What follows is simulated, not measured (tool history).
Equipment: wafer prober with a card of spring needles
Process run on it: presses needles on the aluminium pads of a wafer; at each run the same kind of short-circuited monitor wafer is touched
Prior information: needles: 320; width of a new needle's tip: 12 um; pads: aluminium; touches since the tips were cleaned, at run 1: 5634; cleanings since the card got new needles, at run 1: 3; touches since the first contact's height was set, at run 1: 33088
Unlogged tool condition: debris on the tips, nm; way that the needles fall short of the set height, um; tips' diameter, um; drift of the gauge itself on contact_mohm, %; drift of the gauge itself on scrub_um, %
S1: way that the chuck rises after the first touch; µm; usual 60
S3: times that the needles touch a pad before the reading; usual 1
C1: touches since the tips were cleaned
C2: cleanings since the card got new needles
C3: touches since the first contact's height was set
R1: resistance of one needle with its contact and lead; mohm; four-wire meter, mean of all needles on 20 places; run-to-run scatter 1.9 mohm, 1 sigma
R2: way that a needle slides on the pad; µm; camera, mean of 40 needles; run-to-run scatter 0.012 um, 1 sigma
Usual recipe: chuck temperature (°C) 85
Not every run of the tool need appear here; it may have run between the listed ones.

{"run": 1, "day": 0.0, "S1": 60, "chuck temperature (°C)": 85, "S3": 1, "C1": 5634, "C2": 3, "C3": 33088, "R1": 295, "R2": 12.44}
{"run": 2, "day": 0.296, "S1": 60, "chuck temperature (°C)": 85, "S3": 1, "C1": 7833, "C2": 3, "C3": 35287, "R1": 299, "R2": 12.45}
{"day": 0.325, "done": "tips cleaned on abrasive film"}
{"run": 3, "day": 0.675, "S1": 57, "chuck temperature (°C)": 85, "S3": 1, "C1": 2600, "C2": 4, "C3": 38095, "R1": 288, "R2": 11.81}
{"run": 4, "day": 1.125, "S1": 57, "chuck temperature (°C)": 85, "S3": 1, "C1": 5979, "C2": 4, "C3": 41474, "R1": 299, "R2": 11.81}
{"run": 5, "day": 1.379, "S1": 60, "chuck temperature (°C)": 35, "S3": 1, "C1": 7889, "C2": 4, "C3": 43384, "R1": 281, "R2": 12.43}
{"day": 1.429, "done": "tips cleaned on abrasive film"}
{"run": 6, "day": 1.775, "S1": 55, "chuck temperature (°C)": 85, "S3": 1, "C1": 2569, "C2": 5, "C3": 46288, "R1": 293, "R2": 11.4}
{"run": 7, "day": 1.996, "S1": 55, "chuck temperature (°C)": 85, "S3": 1, "C1": 4228, "C2": 5, "C3": 47947, "R1": 294, "R2": 11.37}
{"run": 8, "day": 2.483, "S1": 60, "chuck temperature (°C)": 65, "S3": 1, "C1": 7891, "C2": 5, "C3": 51610, "R1": 290, "R2": 12.41}
{"day": 2.525, "done": "tips cleaned on abrasive film"}
{"run": 9, "day": 2.767, "S1": 60, "chuck temperature (°C)": 85, "S3": 2, "C1": 1792, "C2": 6, "C3": 53676, "R1": 277, "R2": 12.41}
{"run": 10, "day": 3.208, "S1": 60, "chuck temperature (°C)": 85, "S3": 1, "C1": 5110, "C2": 6, "C3": 56994, "R1": 292, "R2": 12.42}
{"run": 11, "day": 3.571, "S1": 60, "chuck temperature (°C)": 85, "S3": 1, "C1": 7824, "C2": 6, "C3": 59708, "R1": 297, "R2": 12.4}
{"day": 3.608, "done": "tips cleaned on abrasive film"}
{"run": 12, "day": 3.833, "S1": 43, "chuck temperature (°C)": 85, "S3": 1, "C1": 1686, "C2": 7, "C3": 61620, "R1": 287, "R2": 8.87}
{"run": 13, "day": 4.075, "S1": 43, "chuck temperature (°C)": 85, "S3": 1, "C1": 3509, "C2": 7, "C3": 63443, "R1": 300, "R2": 8.87}
{"run": 14, "day": 4.362, "S1": 43, "chuck temperature (°C)": 85, "S3": 2, "C1": 5667, "C2": 7, "C3": 65601, "R1": 295, "R2": 8.86}
{"run": 15, "day": 4.583, "S1": 60, "chuck temperature (°C)": 85, "S3": 1, "C1": 7305, "C2": 7, "C3": 67239, "R1": 297, "R2": 12.39}
{"day": 4.692, "done": "tips cleaned on abrasive film"}
{"run": 16, "day": 5.108, "S1": 60, "chuck temperature (°C)": 85, "S3": 1, "C1": 3117, "C2": 8, "C3": 71142, "R1": 290, "R2": 12.4}
{"run": 17, "day": 5.467, "S1": 60, "chuck temperature (°C)": 85, "S3": 1, "C1": 5791, "C2": 8, "C3": 73816, "R1": 291, "R2": 12.39}
{"day": 5.808, "done": "tips cleaned on abrasive film"}
{"run": 18, "day": 5.9, "S1": 60, "chuck temperature (°C)": 85, "S3": 1, "C1": 699, "C2": 9, "C3": 77032, "R1": 279, "R2": 12.38}
{"run": 19, "day": 6.262, "S1": 54, "chuck temperature (°C)": 25, "S3": 2, "C1": 3393, "C2": 9, "C3": 79726, "R1": 267, "R2": 11.11}
{"run": 20, "day": 6.517, "S1": 54, "chuck temperature (°C)": 25, "S3": 2, "C1": 5295, "C2": 9, "C3": 81628, "R1": 269, "R2": 11.1}
{"day": 6.9, "done": "tips cleaned on abrasive film"}
{"run": 21, "day": 6.917, "S1": 52, "chuck temperature (°C)": 115, "S3": 1, "C1": 110, "C2": 10, "C3": 84594, "R1": 282, "R2": 10.71}
{"run": 22, "day": 7.221, "S1": 61, "chuck temperature (°C)": 85, "S3": 1, "C1": 2374, "C2": 10, "C3": 86858, "R1": 292, "R2": 12.57}
{"run": 23, "day": 7.717, "S1": 48, "chuck temperature (°C)": 35, "S3": 1, "C1": 6086, "C2": 10, "C3": 90570, "R1": 289, "R2": 9.86}
{"day": 8.0, "done": "tips cleaned on abrasive film"}
{"run": 24, "day": 8.029, "S1": 60, "chuck temperature (°C)": 41, "S3": 2, "C1": 202, "C2": 11, "C3": 92869, "R1": 257, "R2": 12.36}
{"run": 25, "day": 8.35, "S1": 77, "chuck temperature (°C)": 29, "S3": 2, "C1": 2626, "C2": 11, "C3": 95293, "R1": 266, "R2": 15.9}
{"run": 26, "day": 8.846, "S1": 80, "chuck temperature (°C)": 32, "S3": 2, "C1": 6311, "C2": 11, "C3": 98978, "R1": 269, "R2": 16.49}
{"day": 9.121, "done": "tips cleaned on abrasive film"}
{"run": 27, "day": 9.279, "S1": 60, "chuck temperature (°C)": 85, "S3": 2, "C1": 1205, "C2": 12, "C3": 102210, "R1": 280, "R2": 12.33}
{"run": 28, "day": 9.725, "S1": 60, "chuck temperature (°C)": 85, "S3": 2, "C1": 4543, "C2": 12, "C3": 105548, "R1": 282, "R2": 12.31}
{"day": 10.2, "done": "tips cleaned on abrasive film"}
{"run": 29, "day": 10.204, "S1": 60, "chuck temperature (°C)": 58, "S3": 2, "C1": 27, "C2": 13, "C3": 109088, "R1": 263, "R2": 12.33}
{"run": 30, "day": 10.646, "S1": 44, "chuck temperature (°C)": 85, "S3": 2, "C1": 3314, "C2": 13, "C3": 112375, "R1": 292, "R2": 9}
{"run": 31, "day": 10.979, "S1": 44, "chuck temperature (°C)": 85, "S3": 2, "C1": 5821, "C2": 13, "C3": 114882, "R1": 291, "R2": 9}
{"day": 11.279, "done": "tips cleaned on abrasive film"}
{"run": 32, "day": 11.404, "S1": 44, "chuck temperature (°C)": 92, "S3": 1, "C1": 930, "C2": 14, "C3": 118022, "R1": 285, "R2": 8.99}
{"run": 33, "day": 11.621, "S1": 47, "chuck temperature (°C)": 75, "S3": 3, "C1": 2559, "C2": 14, "C3": 119651, "R1": 279, "R2": 9.62}
{"run": 34, "day": 11.875, "S1": 47, "chuck temperature (°C)": 75, "S3": 3, "C1": 4470, "C2": 14, "C3": 121562, "R1": 280, "R2": 9.59}
{"run": 35, "day": 12.192, "S1": 48, "chuck temperature (°C)": 91, "S3": 3, "C1": 6827, "C2": 14, "C3": 123919, "R1": 284, "R2": 9.8}

Each row is a separate what-if for the run after 35, all from the same tool condition, not one after another. Results?
{"day": 12.388, "done": "tips cleaned on abrasive film"}
{"run": "A", "day": 12.492, "S1": 50, "chuck temperature (°C)": 41, "S3": 1, "C1": 796, "C2": 15, "C3": 126146, "R1": "?", "R2": "?"}
{"day": 12.388, "done": "tips cleaned on abrasive film"}
{"run": "B", "day": 12.492, "S1": 51, "chuck temperature (°C)": 25, "S3": 1, "C1": 796, "C2": 15, "C3": 126146, "R1": "?", "R2": "?"}
{"day": 12.388, "done": "tips cleaned on abrasive film"}
{"run": "C", "day": 12.492, "S1": 60, "chuck temperature (°C)": 62, "S3": 3, "C1": 796, "C2": 15, "C3": 126146, "R1": "?", "R2": "?"}
{"day": 12.388, "done": "tips cleaned on abrasive film"}
{"run": "D", "day": 12.492, "S1": 60, "chuck temperature (°C)": 85, "S3": 2, "C1": 796, "C2": 15, "C3": 126146, "R1": "?", "R2": "?"}

run=A R1=272 R2=10.23
run=B R1=266 R2=10.43
run=C R1=265 R2=12.31
run=D R1=276 R2=12.31
With the hidden condition removed and each run's random variation left untouched, the same runs would have given:
run=A R1=260 R2=10.41
run=B R1=254 R2=10.61
run=C R1=262 R2=12.49
run=D R1=270 R2=12.49
